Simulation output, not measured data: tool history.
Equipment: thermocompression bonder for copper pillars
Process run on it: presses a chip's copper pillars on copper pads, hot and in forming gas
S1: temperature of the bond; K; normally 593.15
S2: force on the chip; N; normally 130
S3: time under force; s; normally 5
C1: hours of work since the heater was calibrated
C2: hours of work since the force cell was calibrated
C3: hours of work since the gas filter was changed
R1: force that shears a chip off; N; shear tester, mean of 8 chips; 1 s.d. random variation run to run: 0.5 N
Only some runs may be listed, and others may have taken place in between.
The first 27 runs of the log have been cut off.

run,day,S1,S2,S3,C1,C2,C3,R1
28,9.371,614.15,164,3,200,576,232,79.5
29,9.588,579.15,178,3,203,579,235,54.6
30,9.954,579.15,178,3,208,585,241,53.7
31,10.354,579.15,178,3,215,591,247,54.0
32,10.842,591.15,178,3,222,598,254,64.3
33,11.217,581.15,87,3,228,604,260,29.5
34,11.625,581.15,87,3,234,610,266,29.4
35,12.079,621.15,171,9,241,617,273,115.6
36,12.467,572.15,130,9,247,623,279,58.0
37,12.821,585.15,130,5,252,628,284,56.3
38,13.279,593.15,158,3,259,635,291,60.1
39,13.721,570.15,85,15,266,642,298,48.2

Consider 4 possible next runs. They are alternatives, not a sequence: every one starts from the tool as it was left by run 39. What does each give?
A,14.058,570.15,85,4,271,647,303,?
B,14.058,593.15,141,5,271,647,303,?
C,14.058,590.15,128,3,271,647,303,?
D,14.058,620.15,172,4,271,647,303,?

run,R1
A,28.1
B,66.0
C,48.5
D,94.7
With the hidden condition removed and each run's random variation left untouched, the same runs would have given:
run,R1
A,28.2
B,66.3
C,48.6
D,95.1

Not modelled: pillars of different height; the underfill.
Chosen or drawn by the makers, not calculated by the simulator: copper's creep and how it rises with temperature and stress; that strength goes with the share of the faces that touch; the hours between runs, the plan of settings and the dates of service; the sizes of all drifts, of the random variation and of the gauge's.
